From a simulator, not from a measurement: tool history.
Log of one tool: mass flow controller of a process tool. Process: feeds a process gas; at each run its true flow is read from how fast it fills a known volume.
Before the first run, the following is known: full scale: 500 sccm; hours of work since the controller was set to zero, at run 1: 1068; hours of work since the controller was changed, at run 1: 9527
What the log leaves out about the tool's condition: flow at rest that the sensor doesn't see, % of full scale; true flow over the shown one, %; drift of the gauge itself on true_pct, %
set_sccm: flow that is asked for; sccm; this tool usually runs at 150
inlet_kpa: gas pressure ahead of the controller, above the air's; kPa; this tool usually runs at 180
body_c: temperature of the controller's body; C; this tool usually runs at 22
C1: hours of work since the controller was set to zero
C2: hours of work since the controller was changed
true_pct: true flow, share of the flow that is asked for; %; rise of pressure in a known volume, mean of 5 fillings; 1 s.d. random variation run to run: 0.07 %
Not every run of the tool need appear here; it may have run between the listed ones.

{"run": 1, "hour": 0.0, "set_sccm": 150, "inlet_kpa": 180, "body_c": 22, "C1": 1068, "C2": 9527, "true_pct": 98.84}
{"run": 2, "hour": 234.3, "set_sccm": 150, "inlet_kpa": 180, "body_c": 40, "C1": 1203, "C2": 9663, "true_pct": 99.85}
{"run": 3, "hour": 491.7, "set_sccm": 150, "inlet_kpa": 180, "body_c": 40, "C1": 1351, "C2": 9811, "true_pct": 99.85}
{"run": 4, "hour": 892.3, "set_sccm": 150, "inlet_kpa": 180, "body_c": 40, "C1": 1582, "C2": 10042, "true_pct": 99.95}
{"run": 5, "hour": 1220.7, "set_sccm": 150, "inlet_kpa": 180, "body_c": 40, "C1": 1772, "C2": 10231, "true_pct": 99.93}
{"run": 6, "hour": 1716.4, "set_sccm": 150, "inlet_kpa": 180, "body_c": 40, "C1": 2057, "C2": 10517, "true_pct": 99.99}
{"run": 7, "hour": 2074.3, "set_sccm": 150, "inlet_kpa": 180, "body_c": 22, "C1": 2264, "C2": 10723, "true_pct": 99.08}
{"run": 8, "hour": 2328.2, "set_sccm": 448, "inlet_kpa": 180, "body_c": 22, "C1": 2410, "C2": 10870, "true_pct": 99.93}
{"run": 9, "hour": 2801.1, "set_sccm": 150, "inlet_kpa": 157, "body_c": 22, "C1": 2683, "C2": 11142, "true_pct": 99.23}
{"run": 10, "hour": 3180.7, "set_sccm": 150, "inlet_kpa": 157, "body_c": 22, "C1": 2902, "C2": 11361, "true_pct": 99.22}
{"run": 11, "hour": 3467.0, "set_sccm": 150, "inlet_kpa": 156, "body_c": 22, "C1": 3067, "C2": 11526, "true_pct": 99.26}
{"run": 12, "hour": 3831.3, "set_sccm": 150, "inlet_kpa": 261, "body_c": 22, "C1": 3277, "C2": 11736, "true_pct": 99.09}
{"run": 13, "hour": 4115.1, "set_sccm": 150, "inlet_kpa": 261, "body_c": 22, "C1": 3440, "C2": 11900, "true_pct": 99.02}
{"run": 14, "hour": 4614.2, "set_sccm": 150, "inlet_kpa": 258, "body_c": 22, "C1": 3728, "C2": 12187, "true_pct": 99.3}
{"run": 15, "hour": 5075.7, "set_sccm": 164, "inlet_kpa": 180, "body_c": 21, "C1": 3994, "C2": 12453, "true_pct": 99.51}
{"hour": 5304.8, "done": "controller's zero set anew"}
{"run": 16, "hour": 5399.6, "set_sccm": 52, "inlet_kpa": 222, "body_c": 24, "C1": 55, "C2": 12640, "true_pct": 99.2}
{"run": 17, "hour": 5743.4, "set_sccm": 183, "inlet_kpa": 180, "body_c": 33, "C1": 253, "C2": 12838, "true_pct": 100.19}
{"run": 18, "hour": 6035.3, "set_sccm": 150, "inlet_kpa": 150, "body_c": 35, "C1": 421, "C2": 13006, "true_pct": 100.31}
{"run": 19, "hour": 6370.2, "set_sccm": 150, "inlet_kpa": 230, "body_c": 22, "C1": 614, "C2": 13199, "true_pct": 99.53}
{"run": 20, "hour": 6906.9, "set_sccm": 150, "inlet_kpa": 230, "body_c": 22, "C1": 924, "C2": 13509, "true_pct": 99.63}
{"run": 21, "hour": 7270.9, "set_sccm": 68, "inlet_kpa": 227, "body_c": 21, "C1": 1133, "C2": 13719, "true_pct": 99.31}
{"hour": 7361.6, "done": "controller exchanged for a calibrated one"}
{"run": 22, "hour": 7560.3, "set_sccm": 68, "inlet_kpa": 190, "body_c": 34, "C1": 115, "C2": 115, "true_pct": 100.05}
{"run": 23, "hour": 7929.1, "set_sccm": 159, "inlet_kpa": 189, "body_c": 31, "C1": 327, "C2": 327, "true_pct": 100.26}
{"run": 24, "hour": 8278.4, "set_sccm": 112, "inlet_kpa": 250, "body_c": 27, "C1": 528, "C2": 528, "true_pct": 99.74}
{"run": 25, "hour": 8778.6, "set_sccm": 150, "inlet_kpa": 188, "body_c": 34, "C1": 817, "C2": 817, "true_pct": 100.45}
{"hour": 8879.2, "done": "gauge calibrated"}
{"run": 26, "hour": 9207.9, "set_sccm": 181, "inlet_kpa": 268, "body_c": 34, "C1": 1064, "C2": 1064, "true_pct": 99.34}
{"run": 27, "hour": 9690.9, "set_sccm": 325, "inlet_kpa": 180, "body_c": 30, "C1": 1343, "C2": 1343, "true_pct": 99.71}
{"run": 28, "hour": 10164.8, "set_sccm": 427, "inlet_kpa": 265, "body_c": 36, "C1": 1616, "C2": 1616, "true_pct": 100.26}

Branching from run 28: 3 alternative next runs. What would each branch give?
{"run": "A", "hour": 10632.6, "set_sccm": 373, "inlet_kpa": 144, "body_c": 37, "C1": 1886, "C2": 1886, "true_pct": "?"}
{"run": "B", "hour": 10632.6, "set_sccm": 161, "inlet_kpa": 174, "body_c": 24, "C1": 1886, "C2": 1886, "true_pct": "?"}
{"run": "C", "hour": 10632.6, "set_sccm": 479, "inlet_kpa": 265, "body_c": 20, "C1": 1886, "C2": 1886, "true_pct": "?"}

run=A true_pct=100.64
run=B true_pct=99.29
run=C true_pct=99.71
What these runs would have given with no unlogged condition in the tool:
run=A true_pct=100.41
run=B true_pct=99.07
run=C true_pct=99.49
